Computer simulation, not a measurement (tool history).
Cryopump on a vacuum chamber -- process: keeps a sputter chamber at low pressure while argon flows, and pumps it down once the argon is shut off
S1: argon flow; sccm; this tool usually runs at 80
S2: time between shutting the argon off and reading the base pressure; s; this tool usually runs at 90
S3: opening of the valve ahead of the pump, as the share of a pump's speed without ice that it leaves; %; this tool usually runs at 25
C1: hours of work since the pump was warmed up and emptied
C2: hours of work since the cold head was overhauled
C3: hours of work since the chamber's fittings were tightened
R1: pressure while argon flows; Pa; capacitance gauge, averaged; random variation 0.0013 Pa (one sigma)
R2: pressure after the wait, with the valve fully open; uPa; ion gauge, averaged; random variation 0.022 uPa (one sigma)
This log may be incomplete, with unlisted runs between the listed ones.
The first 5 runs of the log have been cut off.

run,hour,S1,S2,S3,C1,C2,C3,R1,R2
6,119.8,80,90,25,420,420,2374,0.4085,2.76
7,151.7,80,90,25,440,440,2394,0.4115,2.76
8,191.9,80,90,25,465,465,2418,0.4092,2.70
9,217.0,80,90,25,480,480,2434,0.4102,2.80
10,244.5,80,249,25,497,497,2451,0.4098,2.60
11,273.2,80,249,25,515,515,2468,0.4091,2.57
12,290.9,80,249,19,525,525,2479,0.5381,2.63
13,320.7,93,90,25,544,544,2497,0.4795,2.98
14,338.0,93,90,25,554,554,2508,0.4792,2.94
15,374.5,93,90,25,577,577,2530,0.4787,2.99
16,407.3,93,90,25,597,597,2551,0.4796,2.97
17,428.7,80,52,25,610,610,2564,0.4153,3.25
18,447.2,80,52,25,621,621,2575,0.4133,3.37
19,467.2,142,38,45,634,634,2587,0.4193,3.59
20,507.4,87,33,39,658,658,2612,0.2947,3.77
21,537.6,36,51,36,677,677,2631,0.1320,3.45
22,555.3,48,147,52,688,688,2641,0.1249,2.97
23,595.2,59,90,25,712,712,2666,0.3077,3.15
24,634.4,126,53,25,736,736,2690,0.6553,3.44
25,675.4,126,53,20,761,761,2715,0.8117,3.53

What will run 26 give?
26,712.2,80,127,34,784,784,2738,?,?

{"run 26": {"R1": 0.3102, "R2": 3.09}}
Were there no unlogged condition in the tool, this run, its random variation unchanged, would have produced R1 0.2934 Pa, R2 0.50 uPa.

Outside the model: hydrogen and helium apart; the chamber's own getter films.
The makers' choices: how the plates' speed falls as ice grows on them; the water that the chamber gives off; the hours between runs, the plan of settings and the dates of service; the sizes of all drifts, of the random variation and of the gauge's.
